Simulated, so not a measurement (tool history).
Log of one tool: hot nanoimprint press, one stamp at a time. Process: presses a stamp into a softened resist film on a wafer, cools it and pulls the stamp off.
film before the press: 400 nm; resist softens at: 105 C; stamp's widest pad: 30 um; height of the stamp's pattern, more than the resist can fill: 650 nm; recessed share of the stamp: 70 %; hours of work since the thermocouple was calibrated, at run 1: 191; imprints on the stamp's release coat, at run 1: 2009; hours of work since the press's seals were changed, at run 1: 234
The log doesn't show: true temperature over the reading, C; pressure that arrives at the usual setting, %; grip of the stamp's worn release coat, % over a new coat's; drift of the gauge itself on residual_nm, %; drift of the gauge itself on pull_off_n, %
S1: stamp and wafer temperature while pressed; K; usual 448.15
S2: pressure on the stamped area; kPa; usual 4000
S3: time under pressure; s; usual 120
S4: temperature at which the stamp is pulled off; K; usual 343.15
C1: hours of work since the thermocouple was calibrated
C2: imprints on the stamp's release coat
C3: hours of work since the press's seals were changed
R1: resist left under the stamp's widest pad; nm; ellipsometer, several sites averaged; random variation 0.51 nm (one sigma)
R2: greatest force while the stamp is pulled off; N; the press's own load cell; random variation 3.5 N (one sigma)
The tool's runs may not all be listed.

run 1 day=0.000 | S1=448.15 S2=4000 S3=120 S4=343.15 | C1=191 C2=2009 C3=234 | R1=170.5 R2=246
run 2 day=0.983 | S1=448.15 S2=4000 S3=120 S4=343.15 | C1=201 C2=2053 C3=244 | R1=169.4 R2=238
run 3 day=2.108 | S1=448.15 S2=4000 S3=120 S4=343.15 | C1=213 C2=2104 C3=255 | R1=169.4 R2=246
run 4 day=3.292 | S1=448.15 S2=4000 S3=120 S4=338.15 | C1=225 C2=2158 C3=267 | R1=169.4 R2=270
run 5 day=4.017 | S1=448.15 S2=4000 S3=120 S4=338.15 | C1=232 C2=2191 C3=275 | R1=168.1 R2=270
run 6 day=4.604 | S1=448.15 S2=4000 S3=120 S4=338.15 | C1=238 C2=2217 C3=281 | R1=169.7 R2=273
-- day=4.804 plate thermocouple calibrated
run 7 day=5.529 | S1=448.15 S2=4000 S3=120 S4=350.15 | C1=7 C2=2254 C3=289 | R1=167.8 R2=194
run 8 day=6.396 | S1=448.15 S2=4000 S3=120 S4=350.15 | C1=16 C2=2293 C3=298 | R1=168.0 R2=198
-- day=7.383 stamp cleaned and given a new release coat
run 9 day=7.567 | S1=448.15 S2=4000 S3=120 S4=343.15 | C1=26 C2=9 C3=307 | R1=166.5 R2=166
-- day=8.012 plate thermocouple calibrated, once more
run 10 day=8.900 | S1=448.15 S2=2500 S3=120 S4=337.15 | C1=9 C2=63 C3=319 | R1=218.1 R2=201
run 11 day=10.129 | S1=448.15 S2=2500 S3=120 S4=337.15 | C1=22 C2=119 C3=332 | R1=217.8 R2=191
run 12 day=10.796 | S1=436.15 S2=2500 S3=218 S4=350.15 | C1=28 C2=149 C3=339 | R1=244.3 R2=139
run 13 day=11.533 | S1=436.15 S2=6080 S3=218 S4=350.15 | C1=36 C2=183 C3=346 | R1=162.0 R2=139
run 14 day=12.179 | S1=436.15 S2=6080 S3=218 S4=350.15 | C1=43 C2=212 C3=353 | R1=162.0 R2=146
run 15 day=12.892 | S1=458.15 S2=5260 S3=120 S4=335.15 | C1=50 C2=244 C3=360 | R1=114.3 R2=213
run 16 day=14.067 | S1=448.15 S2=3820 S3=88 S4=335.15 | C1=62 C2=298 C3=372 | R1=196.5 R2=207
run 17 day=15.088 | S1=455.15 S2=2760 S3=101 S4=343.15 | C1=72 C2=344 C3=383 | R1=183.5 R2=181

Forecast run 18:
run 18 day=16.046 | S1=449.15 S2=3000 S3=77 S4=351.15 | C1=82 C2=388 C3=392 | R1=? R2=?

R1: 224.2 nm
R2: 145 N
Without the tool's hidden state the same run would have given R1 223.7 nm, R2 136 N.

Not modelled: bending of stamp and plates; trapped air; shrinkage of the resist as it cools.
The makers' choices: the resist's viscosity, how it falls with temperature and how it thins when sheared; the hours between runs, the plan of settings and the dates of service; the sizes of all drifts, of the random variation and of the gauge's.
